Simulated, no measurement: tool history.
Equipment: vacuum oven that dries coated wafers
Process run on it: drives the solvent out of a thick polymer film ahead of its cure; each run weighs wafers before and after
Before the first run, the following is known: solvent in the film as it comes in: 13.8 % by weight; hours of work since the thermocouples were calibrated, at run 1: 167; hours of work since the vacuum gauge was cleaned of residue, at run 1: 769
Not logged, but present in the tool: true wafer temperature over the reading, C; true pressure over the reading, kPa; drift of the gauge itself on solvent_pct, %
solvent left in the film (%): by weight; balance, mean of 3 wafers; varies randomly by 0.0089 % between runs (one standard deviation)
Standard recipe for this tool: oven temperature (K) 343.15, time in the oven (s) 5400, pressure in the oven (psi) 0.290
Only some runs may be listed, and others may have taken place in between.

run,hour,oven temperature (K),time in the oven (s),pressure in the oven (psi),hours of work since the thermocouples were calibrated,hours of work since the vacuum gauge was cleaned of residue,solvent left in the film (%)
1,0.0,343.15,5400,0.290,167,769,2.494
2,47.1,343.15,5400,0.290,195,797,2.488
3,90.1,343.15,5400,0.290,220,822,2.479
4,138.1,343.15,5400,0.290,249,851,2.496
5,195.2,354.15,5400,0.290,283,885,1.173
# hour 201.3: oven's thermocouples calibrated
6,263.0,354.15,5400,0.290,37,924,1.142
7,300.0,357.15,5400,0.290,59,946,0.997
8,354.1,348.15,2880,0.438,91,978,3.489
9,405.4,348.15,2880,0.438,121,1008,3.461
10,458.2,343.15,3000,0.513,153,1040,5.024
# hour 487.6: oven's thermocouples calibrated, once more
11,515.1,331.15,8580,0.148,16,1072,3.437
12,558.4,334.15,5400,0.906,42,1098,9.013
13,615.7,337.15,5400,1.141,76,1132,9.297

Below are 4 alternative next runs, each starting from the tool's condition after run 13. Predict each:
A,688.1,343.15,3120,0.290,119,1175,?
B,688.1,350.15,7380,0.273,119,1175,?
C,688.1,345.15,5400,0.187,119,1175,?
D,688.1,342.15,5400,1.141,119,1175,?

run,solvent left in the film (%)
A,4.098
B,1.319
C,1.726
D,7.336
Without the tool's hidden state the same runs would have given:
run,solvent left in the film (%)
A,3.863
B,1.163
C,1.519
D,7.052

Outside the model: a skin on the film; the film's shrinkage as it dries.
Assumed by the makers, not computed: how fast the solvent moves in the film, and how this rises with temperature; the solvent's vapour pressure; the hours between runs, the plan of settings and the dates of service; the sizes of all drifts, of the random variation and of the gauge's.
